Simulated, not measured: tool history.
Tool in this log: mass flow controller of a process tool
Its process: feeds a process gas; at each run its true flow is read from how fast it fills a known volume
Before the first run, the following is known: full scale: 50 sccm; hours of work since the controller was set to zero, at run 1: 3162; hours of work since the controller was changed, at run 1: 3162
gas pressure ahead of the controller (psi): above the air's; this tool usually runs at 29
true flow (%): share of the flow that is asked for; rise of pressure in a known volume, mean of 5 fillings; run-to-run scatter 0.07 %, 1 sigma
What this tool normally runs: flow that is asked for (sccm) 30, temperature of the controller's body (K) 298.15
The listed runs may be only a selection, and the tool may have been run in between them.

run	hour	flow that is asked for (sccm)	gas pressure ahead of the controller (psi)	temperature of the controller's body (K)	hours of work since the controller was set to zero	hours of work since the controller was changed	true flow (%)
1	0	30	29	298.15	3162	3162	99.08
2	224.7	30	29	298.15	3315	3315	99.17
3	416.6	30	29	298.15	3446	3446	99.27
4	735.6	21	29	298.15	3663	3663	99.16
5	877.7	30	27.4	298.15	3760	3760	99.1
6	1144.2	30	27.4	298.15	3942	3942	99.2
7	1392.6	30	29	298.15	4111	4111	99.1
8	1628.9	30	29	298.15	4272	4272	99.25
9	1946.7	30	29	298.15	4489	4489	99.15
10	2236.7	31	29	298.15	4687	4687	99.18
11	2466.9	31	29	298.15	4844	4844	99.08
12	2747	31	29	298.15	5035	5035	99.15
13	3072.2	31	29	298.15	5256	5256	99.13
14	3282.8	31	29	303.15	5400	5400	99.55
# hour 3425.5: controller's zero set anew
15	3564	30	29	312.15	94	5591	99.33
16	3800	30	29	296.15	255	5752	97.92
17	3972.1	30	31.6	298.15	373	5870	98.18
18	4267.3	6	29	295.15	574	6071	98.02
19	4502.5	9	31	297.15	734	6231	97.87

Run 20 comes next. What will it give?
20	4686.2	9	31	297.15	860	6356	?

true flow (%): 97.95
Had the tool carried no hidden state, the very same run would have given true flow (%) 98.61.
